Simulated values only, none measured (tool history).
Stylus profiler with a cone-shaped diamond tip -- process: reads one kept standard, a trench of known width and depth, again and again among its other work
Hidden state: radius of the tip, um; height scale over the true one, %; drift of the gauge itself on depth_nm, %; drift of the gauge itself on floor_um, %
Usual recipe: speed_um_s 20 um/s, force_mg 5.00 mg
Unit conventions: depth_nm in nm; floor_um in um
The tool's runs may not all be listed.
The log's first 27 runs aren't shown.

run    hour  speed_um_s  force_mg  scans with this tip  hours of work since the height scale was calibrated  depth_nm  floor_um
 28   813.9           8      2.08                 7040                                                  498    101.40     97.94
 29   840.1          18      4.42                 7278                                                  515    102.42     98.01
 30   877.1          34      2.86                 7614                                                  539    101.71     97.90
 31   897.7          34      2.86                 7801                                                  552    101.81     97.88
 32   936.4          77      2.70                 8152                                                  577    101.81     97.76
 33   952.9           6      5.61                 8302                                                  588    102.71     98.03
 34   990.8           6      5.61                 8645                                                  612    102.68     98.01
 35  1023.3          15      6.40                 8940                                                  633    103.01     97.98
 36  1040.1          15      6.40                 9093                                                  644    103.05     97.93
 37  1065.4          17      6.46                 9322                                                  660    102.93     97.91
 38  1096.1          53      2.85                 9600                                                  679    101.79     97.91
 39  1122.9          53      2.85                 9845                                                  697    101.76     97.86
 40  1140.7          53      2.85                10005                                                  708    101.76     97.83
 41  1180.6           6      7.35                10368                                                  734    103.30     97.98
 42  1219.9          70      3.27                10724                                                  759    102.03     97.75
 43  1240.8          17     13.68                10914                                                  772    105.25     97.97
 44  1278.0          45      7.90                11251                                                  796    103.48     97.88
 45  1306.4          45      7.90                11510                                                  815    103.56     97.89
 46  1339.4          11      1.84                11809                                                  836    101.43     97.97
 47  1358.2          70      3.33                11979                                                  848    102.00     97.80
 48  1397.2           9      3.76                12333                                                  873    101.99     97.98

Here are 3 independent what-if runs from the current tool condition. What would each one return?
  A  1422.4          18      1.90                12562                                                  889         ?         ?
  B  1422.4           7      1.91                12562                                                  889         ?         ?
  C  1422.4           9      1.89                12562                                                  889         ?         ?

run  depth_nm  floor_um
  A    101.45     97.93
  B    101.18     98.01
  C    101.40     97.97
Without the tool's unlogged condition, the same runs would have read:
run  depth_nm  floor_um
  A    101.44     97.94
  B    101.18     98.02
  C    101.39     97.98

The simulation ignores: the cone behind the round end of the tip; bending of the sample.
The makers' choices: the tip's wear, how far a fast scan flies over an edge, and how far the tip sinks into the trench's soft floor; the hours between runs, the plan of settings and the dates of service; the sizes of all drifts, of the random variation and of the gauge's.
